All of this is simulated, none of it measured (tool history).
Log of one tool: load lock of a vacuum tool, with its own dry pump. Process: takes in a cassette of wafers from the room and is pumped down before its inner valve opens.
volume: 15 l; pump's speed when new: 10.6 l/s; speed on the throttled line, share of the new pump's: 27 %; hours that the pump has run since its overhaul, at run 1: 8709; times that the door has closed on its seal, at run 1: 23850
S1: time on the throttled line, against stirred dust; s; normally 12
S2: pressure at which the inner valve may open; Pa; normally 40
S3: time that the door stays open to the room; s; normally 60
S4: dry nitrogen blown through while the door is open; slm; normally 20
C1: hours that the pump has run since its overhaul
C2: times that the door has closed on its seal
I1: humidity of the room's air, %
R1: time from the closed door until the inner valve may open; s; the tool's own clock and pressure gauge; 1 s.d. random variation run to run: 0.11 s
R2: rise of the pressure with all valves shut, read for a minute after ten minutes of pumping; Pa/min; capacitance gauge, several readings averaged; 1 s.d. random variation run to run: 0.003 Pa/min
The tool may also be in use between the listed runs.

run 1 day=0.000 | S1=12 S2=40 S3=60 S4=20 | C1=8709 C2=23850 | I1=44.0 | R1=20.5 R2=0.152
run 2 day=6.150 | S1=12 S2=40 S3=60 S4=20 | C1=8857 C2=24076 | I1=44.5 | R1=20.7 R2=0.155
run 3 day=11.512 | S1=12 S2=40 S3=60 S4=20 | C1=8985 C2=24273 | I1=43.9 | R1=20.6 R2=0.165
run 4 day=19.821 | S1=12 S2=40 S3=60 S4=20 | C1=9185 C2=24579 | I1=45.2 | R1=20.6 R2=0.163
run 5 day=28.833 | S1=12 S2=40 S3=60 S4=20 | C1=9401 C2=24910 | I1=45.0 | R1=20.5 R2=0.169
run 6 day=38.967 | S1=12 S2=40 S3=60 S4=20 | C1=9644 C2=25282 | I1=44.3 | R1=20.5 R2=0.165
run 7 day=51.033 | S1=12 S2=40 S3=60 S4=20 | C1=9934 C2=25725 | I1=45.2 | R1=20.6 R2=0.170
run 8 day=63.446 | S1=7 S2=40 S3=60 S4=20 | C1=10232 C2=26181 | I1=48.1 | R1=16.9 R2=0.175
run 9 day=74.467 | S1=7 S2=40 S3=60 S4=20 | C1=10496 C2=26586 | I1=45.8 | R1=16.9 R2=0.179
run 10 day=86.088 | S1=12 S2=40 S3=60 S4=20 | C1=10775 C2=27013 | I1=45.3 | R1=20.7 R2=0.177
run 11 day=93.454 | S1=12 S2=40 S3=60 S4=20 | C1=10952 C2=27283 | I1=45.0 | R1=20.6 R2=0.177
run 12 day=105.204 | S1=12 S2=40 S3=60 S4=20 | C1=11234 C2=27715 | I1=45.7 | R1=20.6 R2=0.186
run 13 day=113.712 | S1=12 S2=40 S3=60 S4=20 | C1=11438 C2=28028 | I1=47.0 | R1=20.7 R2=0.196
run 14 day=125.571 | S1=12 S2=40 S3=60 S4=20 | C1=11723 C2=28463 | I1=46.8 | R1=20.5 R2=0.195
run 15 day=133.238 | S1=12 S2=40 S3=60 S4=34 | C1=11907 C2=28745 | I1=44.1 | R1=20.5 R2=0.188
run 16 day=140.958 | S1=12 S2=41 S3=66 S4=34 | C1=12092 C2=29028 | I1=46.7 | R1=20.5 R2=0.199
run 17 day=146.629 | S1=14 S2=41 S3=68 S4=16 | C1=12228 C2=29237 | I1=43.0 | R1=22.0 R2=0.204
run 18 day=152.317 | S1=22 S2=40 S3=140 S4=20 | C1=12365 C2=29446 | I1=42.4 | R1=27.7 R2=0.204
run 19 day=160.042 | S1=16 S2=40 S3=181 S4=45 | C1=12550 C2=29730 | I1=47.3 | R1=23.5 R2=0.197
run 20 day=171.479 | S1=16 S2=40 S3=181 S4=45 | C1=12825 C2=30150 | I1=44.6 | R1=23.6 R2=0.209
run 21 day=180.483 | S1=12 S2=35 S3=60 S4=36 | C1=13041 C2=30480 | I1=45.3 | R1=20.8 R2=0.205
run 22 day=192.612 | S1=12 S2=35 S3=60 S4=36 | C1=13332 C2=30926 | I1=46.9 | R1=21.0 R2=0.213
run 23 day=204.646 | S1=12 S2=29 S3=60 S4=8 | C1=13621 C2=31368 | I1=46.0 | R1=21.0 R2=0.240
run 24 day=212.362 | S1=12 S2=55 S3=60 S4=8 | C1=13806 C2=31651 | I1=46.7 | R1=20.2 R2=0.249
run 25 day=220.421 | S1=18 S2=40 S3=63 S4=6 | C1=13999 C2=31947 | I1=46.0 | R1=25.0 R2=0.257
run 26 day=231.354 | S1=9 S2=40 S3=60 S4=13 | C1=14262 C2=32349 | I1=48.1 | R1=18.7 R2=0.245
run 27 day=242.429 | S1=19 S2=38 S3=89 S4=6 | C1=14527 C2=32756 | I1=47.2 | R1=25.6 R2=0.271

Some steps in R1 between neighbouring runs. How much of each would the tool show without its hidden state too (settings, what came in, random variation), and how much is left for the hidden state, with any gauge scatter that isn't in both results?
The tool's hidden condition here consists of: pump's speed, % of a new pump's; leak at the door's seal, Pa l/s; drift of the gauge itself on ready_s, %; drift of the gauge itself on rise_pa_min, %.
Run 17 -> 18: S1 14 -> 22, S2 41 -> 40, S3 68 -> 140, S4 16 -> 20. R1 +5.7 s: hidden state -0.3, all else +6.0.
Run 25 -> 26: S1 18 -> 9, S3 63 -> 60, S4 6 -> 13. R1 -6.3 s: hidden state +0.3, all else -6.6.
Run 26 -> 27: S1 9 -> 19, S2 40 -> 38, S3 60 -> 89, S4 13 -> 6. R1 +6.9 s: hidden state -0.3, all else +7.2.
